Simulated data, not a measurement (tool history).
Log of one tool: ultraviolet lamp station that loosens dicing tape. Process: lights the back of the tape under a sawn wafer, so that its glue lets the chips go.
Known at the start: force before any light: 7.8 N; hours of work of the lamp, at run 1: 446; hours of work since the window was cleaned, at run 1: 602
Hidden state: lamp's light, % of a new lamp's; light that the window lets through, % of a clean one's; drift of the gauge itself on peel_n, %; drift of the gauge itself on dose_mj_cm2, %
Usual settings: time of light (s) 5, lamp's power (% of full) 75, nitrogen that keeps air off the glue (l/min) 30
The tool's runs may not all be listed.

run	hour	time of light (s)	lamp's power (% of full)	nitrogen that keeps air off the glue (l/min)	hours of work of the lamp	hours of work since the window was cleaned	force that peels the tape off (N)	light that reached the tape (mJ/cm²)
1	0	5	75	30	446	602	1.704	206
# hour 11.5: window cleaned of glue's vapour
2	18.3	5	75	30	458	4	1.292	241
3	35.8	5	75	30	469	16	1.322	240
4	46.6	5	75	30	476	23	1.386	236
5	55.3	3	75	30	481	28	2.673	142
6	70.2	5	75	30	491	38	1.361	230
7	82.4	5	75	30	499	46	1.366	233
8	91.2	5	62	30	505	51	1.833	192
9	105.1	5	62	30	513	60	1.851	188
10	114.6	5	62	30	520	66	1.95	189
11	129.8	5	75	30	529	76	1.423	221
12	149.3	5	75	30	542	89	1.418	222
13	167.4	2	94	14	554	100	4.228	109
14	177.5	6	97	43	560	107	0.543	339
15	197.3	5	75	10	573	120	2.655	214
16	208.9	5	75	10	580	127	2.605	212
17	225	5	61	9	591	137	3.29	179
18	235.6	3	91	9	598	144	3.68	155
19	246.6	7	60	24	605	151	1.482	240
20	266.1	5	65	30	617	164	1.935	184
21	277.4	5	63	23	624	171	2.285	173
22	297.2	3	62	29	637	184	3.52	100
23	312.6	3	75	30	647	194	2.942	123

4 ways to go on from here, each from the tool as it stands after run 23. What would each give?
A	328.1	5	75	30	657	204	?	?
B	328.1	4	87	34	657	204	?	?
C	328.1	4	83	12	657	204	?	?
D	328.1	8	87	24	657	204	?	?

run	force that peels the tape off (N)	light that reached the tape (mJ/cm²)
A	1.7	204
B	1.841	189
C	2.973	180
D	0.651	375
Without the tool's hidden state the same runs would have given:
run	force that peels the tape off (N)	light that reached the tape (mJ/cm²)
A	0.849	308
B	0.935	287
C	1.835	272
D	0.306	566

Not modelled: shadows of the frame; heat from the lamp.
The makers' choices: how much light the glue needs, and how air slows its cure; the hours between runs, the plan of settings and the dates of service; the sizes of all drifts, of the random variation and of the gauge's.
